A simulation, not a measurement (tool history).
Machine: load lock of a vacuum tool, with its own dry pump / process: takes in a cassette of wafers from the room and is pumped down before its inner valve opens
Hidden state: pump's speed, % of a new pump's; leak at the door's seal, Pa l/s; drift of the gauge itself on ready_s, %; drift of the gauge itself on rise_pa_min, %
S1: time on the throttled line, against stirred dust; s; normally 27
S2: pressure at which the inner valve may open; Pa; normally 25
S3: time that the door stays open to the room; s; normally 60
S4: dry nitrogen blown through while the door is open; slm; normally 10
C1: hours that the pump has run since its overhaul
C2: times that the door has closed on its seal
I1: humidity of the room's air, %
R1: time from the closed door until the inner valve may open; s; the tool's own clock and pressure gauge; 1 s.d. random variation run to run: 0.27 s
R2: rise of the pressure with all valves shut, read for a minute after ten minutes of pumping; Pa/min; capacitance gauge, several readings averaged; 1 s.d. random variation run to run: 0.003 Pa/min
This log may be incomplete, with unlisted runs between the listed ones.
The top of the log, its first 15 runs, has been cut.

Run 16, day 201.212: usual settings but S1 16 s, S4 11 slm; C1 19673; C2 15832; I1 46.5. Result: R1 43.1 s, R2 0.084 Pa/min.
Run 17, day 215.254: usual settings but S1 16 s, S4 11 slm; C1 20010; C2 17069; I1 45.3. Result: R1 43.5 s, R2 0.088 Pa/min.
Run 18, day 232.692: usual settings but S1 16 s, S4 11 slm; C1 20428; C2 18604; I1 40.9. Result: R1 43.8 s, R2 0.095 Pa/min.
Run 19, day 241.262: usual settings but S1 16 s, S3 57 s, S4 11 slm; C1 20634; C2 19359; I1 45.5. Result: R1 43.1 s, R2 0.101 Pa/min.
Run 20, day 257.375: usual settings but S2 34 Pa, S3 125 s, S4 43 slm; C1 21021; C2 20778; I1 44.8. Result: R1 49.9 s, R2 0.095 Pa/min.
Run 21, day 277.662: usual settings but S2 34 Pa, S3 125 s, S4 43 slm; C1 21508; C2 22565; I1 44.3. Result: R1 49.7 s, R2 0.109 Pa/min.
At day 283.025: dry pump taken out, an overhauled one fitted.
Run 22, day 287.783: usual settings but S2 34 Pa, S3 125 s, S4 43 slm; C1 114; C2 23434; I1 44.6. Result: R1 43.4 s, R2 0.11 Pa/min.
Run 23, day 297.967: usual settings but S1 52 s, S2 22 Pa, S3 125 s, S4 43 slm; C1 359; C2 24331; I1 45.7. Result: R1 63.4 s, R2 0.119 Pa/min.
Run 24, day 313.358: usual settings but S2 48 Pa, S3 29 s; C1 728; C2 25686; I1 46.8. Result: R1 42.6 s, R2 0.133 Pa/min.
Run 25, day 322.521: usual settings but S2 48 Pa, S3 29 s; C1 948; C2 26493; I1 46.5. Result: R1 42.8 s, R2 0.137 Pa/min.
Run 26, day 340.425: usual settings but S2 22 Pa, S4 12 slm; C1 1378; C2 28070; I1 44.3. Result: R1 45.5 s, R2 0.149 Pa/min.
Run 27, day 357.396: usual settings but S2 22 Pa, S3 53 s, S4 6 slm; C1 1785; C2 29564; I1 42.5. Result: R1 45.5 s, R2 0.169 Pa/min.
Run 28, day 374.142: usual settings but S2 36 Pa, S4 6 slm; C1 2187; C2 31039; I1 42.3. Result: R1 43.6 s, R2 0.174 Pa/min.
Run 29, day 394.154: usual settings but S2 36 Pa, S4 6 slm; C1 2667; C2 32801; I1 48.2. Result: R1 44 s, R2 0.194 Pa/min.
Run 30, day 405.633: usual settings but S2 36 Pa, S4 6 slm; C1 2943; C2 33812; I1 47.6. Result: R1 44.1 s, R2 0.212 Pa/min.
Run 31, day 423.533: usual settings but S4 36 slm; C1 3372; C2 35388; I1 45.2. Result: R1 44.7 s, R2 0.183 Pa/min.
Run 32, day 434.85: usual settings but S3 65 s, S4 36 slm; C1 3644; C2 36385; I1 43.4. Result: R1 45.5 s, R2 0.193 Pa/min.
Run 33, day 451.138: usual settings but S3 40 s; C1 4035; C2 37820; I1 41.7. Result: R1 45 s, R2 0.213 Pa/min.
Run 34, day 465.696: usual settings but S2 45 Pa, S3 101 s; C1 4384; C2 39102; I1 47.1. Result: R1 43.6 s, R2 0.241 Pa/min.
Run 35, day 482.5: usual settings but S1 37 s, S2 19 Pa, S3 101 s; C1 4787; C2 40582; I1 41.8. Result: R1 53.7 s, R2 0.255 Pa/min.
Run 36, day 499.775: usual settings but S1 14 s, S2 29 Pa, S3 63 s, S4 5 slm; C1 5202; C2 42103; I1 43.5. Result: R1 35.2 s, R2 0.261 Pa/min.
Run 37, day 513.471: usual settings but S2 26 Pa, S3 85 s; C1 5531; C2 43309; I1 44.7. Result: R1 45 s, R2 0.269 Pa/min.

What if the next run were any one of these 4? Each begins from the tool's condition after run 37:
Run A, day 524.721: usual settings but S2 31 Pa, S3 41 s, S4 13 slm; C1 5801; C2 44299; I1 44.6. Result: R1 ?, R2 ?.
Run B, day 524.721: usual settings but S2 39 Pa, S3 85 s, S4 7 slm; C1 5801; C2 44299; I1 46.3. Result: R1 ?, R2 ?.
Run C, day 524.721: usual settings but S2 30 Pa, S3 85 s, S4 15 slm; C1 5801; C2 44299; I1 47.1. Result: R1 ?, R2 ?.
Run D, day 524.721: usual settings but S1 51 s, S2 29 Pa, S3 85 s; C1 5801; C2 44299; I1 43.8. Result: R1 ?, R2 ?.

run    R1     R2
  A  45.1   0.27
  B  44.2  0.287
  C  45.3  0.271
  D  62.5  0.278
Take away the tool's hidden state, keep each run's random variation, and the runs would have read:
run    R1     R2
  A  44.2  0.024
  B  43.3  0.044
  C  44.3   0.03
  D  61.9  0.036

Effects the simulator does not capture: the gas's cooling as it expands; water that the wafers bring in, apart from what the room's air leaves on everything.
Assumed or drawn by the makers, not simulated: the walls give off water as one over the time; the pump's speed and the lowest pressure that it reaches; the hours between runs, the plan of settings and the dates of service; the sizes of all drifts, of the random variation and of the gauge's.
